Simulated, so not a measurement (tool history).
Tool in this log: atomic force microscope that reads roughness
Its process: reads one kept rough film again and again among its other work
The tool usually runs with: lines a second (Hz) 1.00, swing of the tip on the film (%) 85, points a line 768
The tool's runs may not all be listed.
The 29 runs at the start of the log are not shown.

run    hour  lines a second (Hz)  swing of the tip on the film (%)  points a line  pictures with this tip  hours of work since the height scale was calibrated  roughness of the kept film (nm (root mean square))
 30  1140.8                 3.71                                56            974                      37                                                  992                                               2.039
     1160.2  -- new tip fitted
 31  1184.6                 1.80                                75            599                      36                                                 1013                                               1.844
     1202.6  -- new tip fitted
 32  1236.9                 0.64                                85            533                      50                                                 1039                                               1.692
     1247.7  -- new tip fitted
 33  1285.4                 0.64                                85            533                      56                                                 1062                                               1.622
     1293.7  -- new tip fitted
 34  1323.2                 2.17                                85            768                      43                                                 1080                                               1.588
     1336.4  -- new tip fitted
     1337.4  -- height scale calibrated on a step standard
 35  1355.6                 2.77                                70            768                      27                                                    9                                               2.063
     1381.7  -- new tip fitted
 36  1385.1                 2.77                                70            768                       5                                                   23                                               2.773
     1426.5  -- new tip fitted
 37  1435.4                 1.30                                85            327                      13                                                   47                                               2.323
     1470.8  -- new tip fitted
 38  1473.0                 1.00                                64            355                       3                                                   65                                               3.053
     1513.5  -- new tip fitted
 39  1515.7                 1.00                                64            355                       3                                                   86                                               3.093
 40  1537.9                 0.62                                70            804                      36                                                   97                                               2.033
     1556.1  -- new tip fitted
 41  1565.8                 0.54                                85            768                      14                                                  110                                               2.487
 42  1590.1                 1.00                                64            572                      50                                                  122                                               1.691

Run 43 is up next; what results do you expect?
     1598.8  -- new tip fitted
 43  1614.9                 2.38                                56            888                      23                                                  133                                                   ?

Run 43 measured roughness of the kept film (nm (root mean square)) 2.283.
Minus the tool's unlogged condition, the same run would have read roughness of the kept film (nm (root mean square)) 3.272.
